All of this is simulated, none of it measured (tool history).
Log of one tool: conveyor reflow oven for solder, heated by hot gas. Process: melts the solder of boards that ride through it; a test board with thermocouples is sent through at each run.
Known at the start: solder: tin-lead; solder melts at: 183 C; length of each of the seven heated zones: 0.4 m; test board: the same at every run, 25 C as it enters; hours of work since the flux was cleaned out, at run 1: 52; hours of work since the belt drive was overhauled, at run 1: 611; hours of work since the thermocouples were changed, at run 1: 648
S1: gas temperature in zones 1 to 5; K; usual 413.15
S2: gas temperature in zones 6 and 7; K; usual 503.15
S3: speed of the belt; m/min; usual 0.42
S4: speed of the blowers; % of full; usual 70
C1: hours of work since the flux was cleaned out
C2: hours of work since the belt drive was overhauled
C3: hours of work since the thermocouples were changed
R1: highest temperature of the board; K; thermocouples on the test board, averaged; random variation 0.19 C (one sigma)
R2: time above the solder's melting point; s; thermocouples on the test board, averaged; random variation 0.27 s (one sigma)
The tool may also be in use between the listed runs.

run	day	S1	S2	S3	S4	C1	C2	C3	R1	R2
1	0	413.15	503.15	0.42	70	52	611	648	493.25	92.8
2	0.992	413.15	503.15	0.42	70	69	628	665	493.75	92.7
3	2.025	413.15	500.15	0.42	70	87	646	683	490.35	89.4
4	2.812	413.15	503.15	0.42	70	100	660	696	493.05	92.7
5	3.608	413.15	507.15	0.42	70	114	673	710	496.85	95.7
6	4.875	413.15	503.15	0.42	70	136	695	732	493.25	92.4
7	6.154	413.15	503.15	0.42	70	158	717	754	493.05	92.5
8	6.829	413.15	503.15	0.42	70	169	729	765	492.95	92.8
9	7.546	413.15	503.15	0.42	70	182	741	778	493.15	92.9
10	8.583	413.15	503.15	0.42	70	200	759	796	493.25	92.1
11	10.033	413.15	503.15	0.42	70	225	784	821	493.45	92.3
12	11.258	413.15	503.15	0.42	70	246	805	842	492.85	92.8
13	12.446	413.15	503.15	0.42	70	266	826	862	492.75	92.1
14	13.429	413.15	503.15	0.42	59	283	843	879	490.05	88.5
15	14.917	413.15	503.15	0.42	59	309	869	905	489.65	88.2
16	15.604	413.15	503.15	0.492	70	321	881	917	487.85	73
17	16.271	423.15	503.15	0.372	70	333	892	929	497.05	115.6
18	17.379	423.15	503.15	0.372	70	352	911	948	496.75	116
19	18.162	413.15	493.15	0.387	76	365	925	961	486.25	94.4
20	19.746	413.15	503.15	0.42	62	393	952	989	490.85	89.7
21	20.858	401.15	506.15	0.344	78	412	971	1008	500.45	117
22	22.2	401.15	506.15	0.344	78	435	994	1031	500.55	117
23	23.117	401.15	506.15	0.344	78	451	1010	1047	500.75	116.7
# day 24.362: flux residue cleaned out of gas plates and filters
24	24.796	413.15	518.15	0.428	51	7	1036	1072	502.05	98.6
25	26.288	413.15	518.15	0.428	51	33	1061	1098	502.25	98.1
26	27.092	413.15	518.15	0.428	51	47	1075	1112	501.95	98.5
27	27.746	403.15	498.15	0.363	79	58	1087	1123	493.85	106
28	28.979	403.15	498.15	0.363	79	80	1108	1144	494.15	106.1
29	30.117	403.15	498.15	0.363	79	99	1128	1164	493.55	105.8
30	31.258	403.15	498.15	0.363	79	119	1147	1184	493.95	105.8
31	32.608	413.15	503.15	0.414	70	142	1171	1207	495.15	96.3

Forecast each of these 4 alternatives for the next run:
A	34.062	414.15	513.15	0.414	70	167	1196	1232	?	?
B	34.062	413.15	503.15	0.462	70	167	1196	1232	?	?
C	34.062	400.15	509.15	0.42	70	167	1196	1232	?	?
D	34.062	413.15	506.15	0.465	79	167	1196	1232	?	?

run	R1	R2
A	504.15	104.4
B	492.15	82.1
C	498.35	91.7
D	496.35	87.2
Without the tool's hidden state the same runs would have given:
run	R1	R2
A	501.75	100.6
B	489.85	78.4
C	495.95	87.9
D	494.15	83.8
